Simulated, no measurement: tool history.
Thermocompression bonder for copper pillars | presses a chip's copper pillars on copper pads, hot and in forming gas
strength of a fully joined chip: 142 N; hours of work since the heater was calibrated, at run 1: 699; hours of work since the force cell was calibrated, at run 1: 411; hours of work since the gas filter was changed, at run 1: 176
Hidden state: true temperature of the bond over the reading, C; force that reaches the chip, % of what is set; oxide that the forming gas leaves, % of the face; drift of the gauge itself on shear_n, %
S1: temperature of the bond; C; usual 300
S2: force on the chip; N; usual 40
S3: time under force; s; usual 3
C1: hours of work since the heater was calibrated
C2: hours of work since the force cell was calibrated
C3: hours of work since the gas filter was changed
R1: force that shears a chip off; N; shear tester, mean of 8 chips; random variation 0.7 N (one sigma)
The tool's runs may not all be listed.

{"run": 1, "hour": 0.0, "S1": 300, "S2": 40, "S3": 3, "C1": 699, "C2": 411, "C3": 176, "R1": 77.2}
{"run": 2, "hour": 18.2, "S1": 300, "S2": 37, "S3": 3, "C1": 712, "C2": 423, "C3": 189, "R1": 75.4}
{"run": 3, "hour": 43.0, "S1": 300, "S2": 37, "S3": 3, "C1": 729, "C2": 441, "C3": 207, "R1": 75.4}
{"run": 4, "hour": 65.2, "S1": 300, "S2": 37, "S3": 3, "C1": 745, "C2": 456, "C3": 222, "R1": 75.1}
{"run": 5, "hour": 101.6, "S1": 300, "S2": 37, "S3": 3, "C1": 771, "C2": 482, "C3": 248, "R1": 74.4}
{"run": 6, "hour": 119.1, "S1": 300, "S2": 37, "S3": 3, "C1": 783, "C2": 494, "C3": 260, "R1": 73.6}
{"run": 7, "hour": 157.4, "S1": 300, "S2": 40, "S3": 3, "C1": 810, "C2": 521, "C3": 287, "R1": 76.2}
{"run": 8, "hour": 182.4, "S1": 300, "S2": 40, "S3": 3, "C1": 828, "C2": 539, "C3": 305, "R1": 76.3}
{"run": 9, "hour": 200.0, "S1": 300, "S2": 40, "S3": 3, "C1": 840, "C2": 551, "C3": 317, "R1": 76.3}
{"run": 10, "hour": 217.8, "S1": 300, "S2": 40, "S3": 3, "C1": 853, "C2": 564, "C3": 330, "R1": 75.2}
{"run": 11, "hour": 249.4, "S1": 300, "S2": 28, "S3": 3, "C1": 875, "C2": 586, "C3": 352, "R1": 61.8}
{"run": 12, "hour": 273.9, "S1": 302, "S2": 40, "S3": 3, "C1": 892, "C2": 604, "C3": 369, "R1": 76.8}
{"hour": 279.6, "done": "forming gas filter changed"}
{"run": 13, "hour": 303.9, "S1": 302, "S2": 40, "S3": 3, "C1": 913, "C2": 624, "C3": 17, "R1": 82.2}
{"run": 14, "hour": 327.2, "S1": 302, "S2": 40, "S3": 3, "C1": 929, "C2": 641, "C3": 34, "R1": 82.8}
{"run": 15, "hour": 349.6, "S1": 328, "S2": 29, "S3": 3, "C1": 945, "C2": 657, "C3": 49, "R1": 88.8}
{"run": 16, "hour": 381.3, "S1": 328, "S2": 29, "S3": 3, "C1": 968, "C2": 679, "C3": 72, "R1": 88.5}
{"run": 17, "hour": 403.7, "S1": 300, "S2": 39, "S3": 3, "C1": 983, "C2": 695, "C3": 87, "R1": 79.8}
{"hour": 408.3, "done": "heater calibrated with a thermocouple chip"}
{"run": 18, "hour": 427.2, "S1": 300, "S2": 39, "S3": 3, "C1": 13, "C2": 710, "C3": 103, "R1": 80.3}

The next listed run, before its measurement:
{"run": 19, "hour": 462.2, "S1": 276, "S2": 26, "S3": 3, "C1": 38, "C2": 735, "C3": 127, "R1": "?"}

Run 19 gave R1 49.4 N.
Without the tool's hidden state the same run would have given R1 48.8 N.
